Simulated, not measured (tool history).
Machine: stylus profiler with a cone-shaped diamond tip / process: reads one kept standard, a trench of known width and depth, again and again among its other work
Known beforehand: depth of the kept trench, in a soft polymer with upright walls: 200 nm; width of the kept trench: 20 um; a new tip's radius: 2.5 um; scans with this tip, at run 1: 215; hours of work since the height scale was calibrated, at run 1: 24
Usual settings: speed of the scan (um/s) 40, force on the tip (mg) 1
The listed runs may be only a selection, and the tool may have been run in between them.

| run | hour | speed of the scan (um/s) | force on the tip (mg) | scans with this tip | hours of work since the height scale was calibrated | depth of the trench (Å) | width of the trench's floor (nm) |
|---|---|---|---|---|---|---|---|
| 1 | 0 | 40 | 1 | 215 | 24 | 2006.7 | 17760 |
| 2 | 18.9 | 40 | 1 | 319 | 35 | 2007.6 | 17790 |
| 3 | 28.3 | 40 | 1 | 371 | 41 | 2006.5 | 17770 |
| 4 | 48 | 40 | 1 | 480 | 53 | 2008.2 | 17800 |
| 5 | 67.9 | 40 | 1 | 589 | 65 | 2010.3 | 17740 |
| 6 | 81.8 | 40 | 1 | 666 | 73 | 2008.6 | 17720 |
| 7 | 92.8 | 98 | 1 | 727 | 80 | 2005.5 | 17420 |
| 8 | 102.5 | 72 | 1 | 780 | 86 | 2009.1 | 17460 |
| 9 | 115.9 | 72 | 1 | 854 | 94 | 2006.8 | 17530 |
| 10 | 128.9 | 60 | 1 | 926 | 102 | 2008.7 | 17640 |
| 11 | 138.5 | 138 | 0.4 | 979 | 108 | 2005 | 16670 |

Run 12 comes next. What will it give?
| 12 | 149 | 40 | 2.68 | 1037 | 114 | ? | ? |

{"run 12": {"depth of the trench (Å)": 2016.4, "width of the trench's floor (nm)": 17790}}
Take away the tool's hidden state, keep the run-to-run variation as it was, and the same run would have given depth of the trench (Å) 2016, width of the trench's floor (nm) 17900.
